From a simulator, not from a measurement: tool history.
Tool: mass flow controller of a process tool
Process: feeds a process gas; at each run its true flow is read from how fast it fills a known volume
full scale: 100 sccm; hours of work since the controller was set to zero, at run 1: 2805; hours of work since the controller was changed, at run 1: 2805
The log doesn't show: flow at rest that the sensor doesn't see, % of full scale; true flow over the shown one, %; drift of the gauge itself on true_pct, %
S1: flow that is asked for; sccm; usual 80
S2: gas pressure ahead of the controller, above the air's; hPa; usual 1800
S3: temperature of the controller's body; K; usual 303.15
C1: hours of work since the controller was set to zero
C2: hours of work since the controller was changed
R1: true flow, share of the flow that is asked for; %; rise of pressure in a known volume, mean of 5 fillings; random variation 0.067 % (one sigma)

run 1 day=0 | S1=80 S2=1800 S3=303.15 | C1=2805 C2=2805 | R1=99.8
run 2 day=3.358 | S1=80 S2=1800 S3=303.15 | C1=2867 C2=2867 | R1=99.77
run 3 day=7.129 | S1=80 S2=1800 S3=303.15 | C1=2938 C2=2938 | R1=99.77
run 4 day=10.054 | S1=80 S2=1800 S3=303.15 | C1=2992 C2=2992 | R1=99.8
run 5 day=12.562 | S1=80 S2=1800 S3=303.15 | C1=3039 C2=3039 | R1=99.85
run 6 day=14.604 | S1=80 S2=1800 S3=303.15 | C1=3077 C2=3077 | R1=99.7
run 7 day=18.004 | S1=80 S2=1800 S3=303.15 | C1=3141 C2=3141 | R1=99.85
run 8 day=21.929 | S1=80 S2=1800 S3=303.15 | C1=3214 C2=3214 | R1=99.7
run 9 day=24.825 | S1=80 S2=1800 S3=303.15 | C1=3268 C2=3268 | R1=99.74
run 10 day=28.996 | S1=80 S2=1800 S3=303.15 | C1=3346 C2=3346 | R1=99.75
run 11 day=33.283 | S1=80 S2=1800 S3=303.15 | C1=3426 C2=3426 | R1=99.79
run 12 day=35.533 | S1=80 S2=1800 S3=300.15 | C1=3468 C2=3468 | R1=99.59
run 13 day=38.817 | S1=80 S2=1800 S3=300.15 | C1=3529 C2=3529 | R1=99.56
run 14 day=42.946 | S1=80 S2=1800 S3=300.15 | C1=3606 C2=3606 | R1=99.51
run 15 day=46.167 | S1=80 S2=2380 S3=303.15 | C1=3667 C2=3667 | R1=99.39
run 16 day=50.25 | S1=80 S2=2380 S3=303.15 | C1=3743 C2=3743 | R1=99.37
run 17 day=52.708 | S1=80 S2=2380 S3=293.15 | C1=3789 C2=3789 | R1=98.93
run 18 day=55.338 | S1=80 S2=2210 S3=293.15 | C1=3838 C2=3838 | R1=98.9
run 19 day=58.946 | S1=80 S2=2210 S3=293.15 | C1=3905 C2=3905 | R1=98.88
run 20 day=61.817 | S1=80 S2=2570 S3=303.15 | C1=3959 C2=3959 | R1=99.23
run 21 day=65.592 | S1=80 S2=1800 S3=303.15 | C1=4029 C2=4029 | R1=99.74
run 22 day=69.946 | S1=80 S2=1800 S3=303.15 | C1=4111 C2=4111 | R1=99.76
run 23 day=72.058 | S1=80 S2=1800 S3=303.15 | C1=4150 C2=4150 | R1=99.82
run 24 day=75.617 | S1=80 S2=1800 S3=297.15 | C1=4216 C2=4216 | R1=99.57
run 25 day=79.883 | S1=80 S2=1800 S3=297.15 | C1=4296 C2=4296 | R1=99.52
run 26 day=83.875 | S1=80 S2=1800 S3=297.15 | C1=4371 C2=4371 | R1=99.42
run 27 day=87.854 | S1=80 S2=1800 S3=297.15 | C1=4445 C2=4445 | R1=99.56
-- day=90.783 controller's zero set anew
run 28 day=92.192 | S1=80 S2=1800 S3=307.15 | C1=26 C2=4525 | R1=98.94
run 29 day=96.517 | S1=58 S2=1800 S3=303.15 | C1=107 C2=4606 | R1=98.26
run 30 day=99.112 | S1=76 S2=1620 S3=296.15 | C1=155 C2=4655 | R1=98.58
run 31 day=102.008 | S1=17 S2=1550 S3=303.15 | C1=210 C2=4709 | R1=97.33
run 32 day=106.388 | S1=13 S2=1550 S3=303.15 | C1=291 C2=4791 | R1=97.37
run 33 day=110.421 | S1=25 S2=2030 S3=302.15 | C1=367 C2=4866 | R1=97.14
run 34 day=114.196 | S1=80 S2=1800 S3=305.15 | C1=437 C2=4936 | R1=99.09
run 35 day=118.083 | S1=23 S2=1760 S3=305.15 | C1=510 C2=5009 | R1=97.47
run 36 day=122.367 | S1=23 S2=1760 S3=305.15 | C1=590 C2=5089 | R1=97.55
run 37 day=126.817 | S1=19 S2=1760 S3=303.15 | C1=673 C2=5172 | R1=97.45
run 38 day=129.388 | S1=11 S2=1830 S3=294.15 | C1=721 C2=5220 | R1=97.1
run 39 day=132.904 | S1=11 S2=1830 S3=294.15 | C1=786 C2=5286 | R1=97.24
run 40 day=136.042 | S1=11 S2=1830 S3=294.15 | C1=845 C2=5344 | R1=97.23
run 41 day=138.429 | S1=11 S2=1830 S3=294.15 | C1=889 C2=5389 | R1=97.25
run 42 day=142.392 | S1=11 S2=1480 S3=302.15 | C1=963 C2=5463 | R1=98.25
run 43 day=145.383 | S1=15 S2=1800 S3=309.15 | C1=1019 C2=5519 | R1=98.07
run 44 day=148.158 | S1=15 S2=1800 S3=309.15 | C1=1071 C2=5570 | R1=98.12
run 45 day=150.433 | S1=64 S2=2550 S3=308.15 | C1=1114 C2=5613 | R1=98.19
run 46 day=153.812 | S1=30 S2=2030 S3=308.15 | C1=1177 C2=5676 | R1=97.8
run 47 day=156.804 | S1=30 S2=1680 S3=306.15 | C1=1233 C2=5732 | R1=97.98
run 48 day=161.042 | S1=26 S2=2080 S3=311.15 | C1=1312 C2=5811 | R1=98.03

Hidden state at the last listed run before each entry between runs and at the first one after, where it differs:
Between runs 27 and 28: controller's zero set anew (day 90.783)
  flow at rest that the sensor doesn't see, % of full scale: 0.717 -> 0.013; true flow over the shown one, %: -0.83 -> -0.84
  measured less the result without the state, R1: +0.06 -> -0.82 %
